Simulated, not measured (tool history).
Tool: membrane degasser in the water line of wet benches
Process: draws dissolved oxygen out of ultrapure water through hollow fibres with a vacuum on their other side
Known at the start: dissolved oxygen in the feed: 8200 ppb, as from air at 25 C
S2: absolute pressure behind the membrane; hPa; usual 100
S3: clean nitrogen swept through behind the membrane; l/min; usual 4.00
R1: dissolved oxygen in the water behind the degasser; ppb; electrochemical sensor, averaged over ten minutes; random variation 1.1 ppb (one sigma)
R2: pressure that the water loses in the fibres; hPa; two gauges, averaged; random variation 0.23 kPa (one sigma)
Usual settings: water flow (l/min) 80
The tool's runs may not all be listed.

Run 1, hour 0.0: usual settings. Result: R1 295.8 ppb, R2 572.4 hPa.
Run 2, hour 77.2: usual settings but S2 70 hPa. Result: R1 168.6 ppb, R2 571.4 hPa.
Run 3, hour 133.6: usual settings but S2 130 hPa. Result: R1 419.1 ppb, R2 570.3 hPa.
Run 4, hour 182.7: usual settings but S2 121 hPa. Result: R1 385.4 ppb, R2 567.9 hPa.
Run 5, hour 237.3: usual settings but S2 121 hPa. Result: R1 382.9 ppb, R2 569.6 hPa.
Run 6, hour 283.0: usual settings but S2 186 hPa. Result: R1 643.7 ppb, R2 567.2 hPa.
Run 7, hour 349.1: usual settings but S2 186 hPa. Result: R1 639.2 ppb, R2 566.8 hPa.
Run 8, hour 401.7: usual settings but S2 186 hPa. Result: R1 641.4 ppb, R2 567.2 hPa.
Run 9, hour 468.7: usual settings but S2 186 hPa. Result: R1 642.9 ppb, R2 567.4 hPa.
Run 10, hour 512.1: usual settings but S2 186 hPa. Result: R1 636.6 ppb, R2 568.1 hPa.
Run 11, hour 550.2: usual settings but S2 186 hPa. Result: R1 638.0 ppb, R2 566.1 hPa.
Run 12, hour 597.7: usual settings but S2 186 hPa. Result: R1 641.8 ppb, R2 565.5 hPa.
Run 13, hour 669.5: usual settings. Result: R1 295.8 ppb, R2 563.6 hPa.
Run 14, hour 719.1: usual settings but S3 2.27 l/min. Result: R1 470.8 ppb, R2 567.4 hPa.
Run 15, hour 782.3: usual settings but S3 2.27 l/min. Result: R1 472.1 ppb, R2 564.5 hPa.
Run 16, hour 826.2: usual settings but water flow (l/min) 64. Result: R1 243.9 ppb, R2 456.6 hPa.
Run 17, hour 898.6: usual settings but water flow (l/min) 64, S2 250 hPa. Result: R1 731.2 ppb, R2 456.4 hPa.
Run 18, hour 974.3: usual settings but water flow (l/min) 55, S2 109 hPa. Result: R1 238.3 ppb, R2 387.4 hPa.
Run 19, hour 1009.3: usual settings but water flow (l/min) 49, S2 65 hPa, S3 6.27 l/min. Result: R1 61.8 ppb, R2 346.6 hPa.
Run 20, hour 1084.1: usual settings but water flow (l/min) 88, S2 97 hPa, S3 2.46 l/min. Result: R1 458.5 ppb, R2 618.0 hPa.
Run 21, hour 1141.0: usual settings but water flow (l/min) 88, S2 97 hPa, S3 2.46 l/min. Result: R1 461.6 ppb, R2 622.2 hPa.
Run 22, hour 1190.0: usual settings but water flow (l/min) 88, S2 97 hPa, S3 2.46 l/min. Result: R1 460.5 ppb, R2 615.2 hPa.
Run 23, hour 1241.6: usual settings but water flow (l/min) 93, S2 128 hPa, S3 5.82 l/min. Result: R1 343.2 ppb, R2 649.0 hPa.
Run 24, hour 1285.2: usual settings but water flow (l/min) 93, S2 128 hPa, S3 5.82 l/min. Result: R1 341.4 ppb, R2 653.1 hPa.
Run 25, hour 1333.9: usual settings but water flow (l/min) 60, S2 147 hPa, S3 11.47 l/min. Result: R1 144.5 ppb, R2 421.0 hPa.
Run 26, hour 1373.3: usual settings but water flow (l/min) 89, S2 76 hPa, S3 3.15 l/min. Result: R1 259.8 ppb, R2 625.3 hPa.
Run 27, hour 1430.6: usual settings but S2 108 hPa, S3 9.73 l/min. Result: R1 149.0 ppb, R2 559.3 hPa.
At hour 1490.4: gauge calibrated.
Run 28, hour 1502.6: usual settings but S2 137 hPa, S3 8.29 l/min. Result: R1 237.3 ppb, R2 576.0 hPa.
Run 29, hour 1561.9: usual settings but S2 137 hPa, S3 8.29 l/min. Result: R1 237.4 ppb, R2 571.8 hPa.
Run 30, hour 1636.7: usual settings but water flow (l/min) 126, S2 67 hPa, S3 2.13 l/min. Result: R1 381.3 ppb, R2 899.8 hPa.
Run 31, hour 1693.3: usual settings but water flow (l/min) 126, S2 67 hPa, S3 2.13 l/min. Result: R1 381.8 ppb, R2 898.6 hPa.
Run 32, hour 1743.3: usual settings but water flow (l/min) 126, S2 67 hPa, S3 2.13 l/min. Result: R1 379.5 ppb, R2 901.0 hPa.

Measured less the same run without the tool's hidden state. The same run-to-run variation is in both; the gauge's scatter may not be:
The hidden state here: membrane still open, %; true pressure behind the membrane over the reading, kPa; air that leaks in behind the membrane, l/min; drift of the gauge itself on oxygen_ppb, %; drift of the gauge itself on loss_of_pressure_kpa, %.
run     R2
  1   +0.2
  2   -0.5
  3   -1.1
  4   -1.5
  5   -2.1
  6   -2.5
  7   -3.2
  8   -3.7
  9   -4.4
 10   -4.8
 11   -5.2
 12   -5.5
 13   -6.3
 14   -6.8
 15   -7.3
 16   -6.3
 17   -6.8
 18   -6.4
 19   -5.9
 20  -11.4
 21  -12.1
 22  -12.5
 23  -13.8
 24  -14.3
 25   -9.6
 26  -14.6
 27  -13.7
 28   +0.3
 29   -0.3
 30   -1.7
 31   -2.6
 32   -3.3
R1: within 0.5 ppb of the measured result in every run.
